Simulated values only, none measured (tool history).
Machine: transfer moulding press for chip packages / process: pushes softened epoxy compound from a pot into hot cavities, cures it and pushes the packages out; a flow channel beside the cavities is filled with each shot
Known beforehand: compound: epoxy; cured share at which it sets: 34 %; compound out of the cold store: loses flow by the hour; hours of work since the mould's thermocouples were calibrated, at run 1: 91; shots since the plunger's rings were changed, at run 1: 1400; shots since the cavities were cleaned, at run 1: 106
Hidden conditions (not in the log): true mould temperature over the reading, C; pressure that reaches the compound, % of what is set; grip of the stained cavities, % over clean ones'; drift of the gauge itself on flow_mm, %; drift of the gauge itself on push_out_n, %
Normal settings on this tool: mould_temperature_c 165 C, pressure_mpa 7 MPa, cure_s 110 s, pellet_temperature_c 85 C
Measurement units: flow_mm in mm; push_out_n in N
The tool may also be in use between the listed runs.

run   hour  mould_temperature_c  pressure_mpa  cure_s  pellet_temperature_c  hours of work since the mould's thermocouples were calibrated  shots since the plunger's rings were changed  shots since the cavities were cleaned  incoming compound's hours out of the cold store  flow_mm  push_out_n
  1      0                  165             7     110                    85                                                             91                                          1400                                    106                                             24.1      815         218
  2   22.8                  164             7     110                    85                                                            102                                          1591                                    297                                             10.6      867         266
  3   75.9                  164             7     110                    85                                                            128                                          2037                                    743                                             27.8      809         313
      93.4  -- cavities cleaned with cleaning compound and waxed
  4  110.3                  164             7     110                    85                                                            144                                          2313                                    142                                             18.6      831         389
  5  142.7                  165             7     110                    85                                                            160                                          2585                                    414                                             14.2      832         370
  6  179.7                  165             7     110                    85                                                            178                                          2896                                    725                                             42.1      751         360
     199.1  -- cavities cleaned with cleaning compound and waxed
  7  207.3                  165             7     110                    85                                                            190                                          3114                                     68                                             47.3      737         201
  8  248.3                  165             7     110                    85                                                            210                                          3458                                    412                                             11.6      838         268
  9  283.3                  157             7     110                    85                                                            227                                          3752                                    706                                             39.2      790         450
     304.2  -- cavities cleaned with cleaning compound and waxed
     307.8  -- cavities cleaned with cleaning compound and waxed, once more
 10  323.1                  165          5.54     110                    85                                                            245                                          4061                                    128                                             31.2      692         226
 11  359.3                  165          5.54     110                    85                                                            263                                          4364                                    431                                             37.6      672         244
 12    390                  165          5.54     110                    85                                                            278                                          4623                                    690                                             44.2      656         281
       396  -- plunger's sealing rings changed
     415.6  -- cavities cleaned with cleaning compound and waxed
 13  441.1                  170          5.54     110                    85                                                            301                                           366                                    214                                             14.8      743         204
 14  470.2                  170          5.54     110                    85                                                            315                                           610                                    458                                             22.2      720         237
 15  501.4                  165             7     113                    91                                                            330                                           872                                    720                                             20.7      830         273
     522.6  -- cavities cleaned with cleaning compound and waxed
 16  538.1                  173             7     110                    76                                                            347                                          1167                                    130                                             17.7      806         192
 17    568                  173             7     110                    76                                                            362                                          1418                                    381                                             11.4      827         228
 18  620.6                  173             7     110                    76                                                            387                                          1860                                    823                                             10.2      823         257
     631.3  -- cavities cleaned with cleaning compound and waxed
 19  666.1                  166          6.59     148                    84                                                            409                                          2229                                    292                                             43.6      721         201
 20    712                  166           7.1     148                    77                                                            431                                          2614                                    677                                             39.4      763         233
       738  -- cavities cleaned with cleaning compound and waxed
 21  762.3                  166          7.31     148                    88                                                            455                                          3023                                    203                                             13.5      859         204
 22    806                  166          7.31     148                    76                                                            476                                          3391                                    571                                             23.8      819         238
 23  837.8                  165             7     110                    89                                                            491                                          3658                                    838                                             42.2      743         288
     844.2  -- cavities cleaned with cleaning compound and waxed
 24  890.1                  165          8.58     110                    80                                                            516                                          4084                                    385                                             36.7      836         255
 25  913.9                  165          8.58     110                    80                                                            528                                          4283                                    584                                             39.4      830         279
     947.4  -- mould's thermocouples calibrated
     952.7  -- cavities cleaned with cleaning compound and waxed
       963  -- plunger's sealing rings changed
 26  966.1                  165          8.58     109                    80                                                              7                                            27                                     93                                             34.6      881         218
 27  996.7                  166             7     132                    85                                                             22                                           283                                    349                                               32      796         220

Forecast each of these 3 alternatives for the next run:
  A  1048.4                  168             7     130                    81                                                             47                                           717                                    783                                             17.9        ?           ?
  B  1048.4                  167             7      92                    95                                                             47                                           717                                    783                                             46.7        ?           ?
  C  1048.4                  166             7     107                    85                                                             47                                           717                                    783                                             30.6        ?           ?

run  flow_mm  push_out_n
  A      826         250
  B      739         319
  C      793         283
Without the tool's unlogged condition, the same runs would have read:
run  flow_mm  push_out_n
  A      831         171
  B      744         217
  C      799         193

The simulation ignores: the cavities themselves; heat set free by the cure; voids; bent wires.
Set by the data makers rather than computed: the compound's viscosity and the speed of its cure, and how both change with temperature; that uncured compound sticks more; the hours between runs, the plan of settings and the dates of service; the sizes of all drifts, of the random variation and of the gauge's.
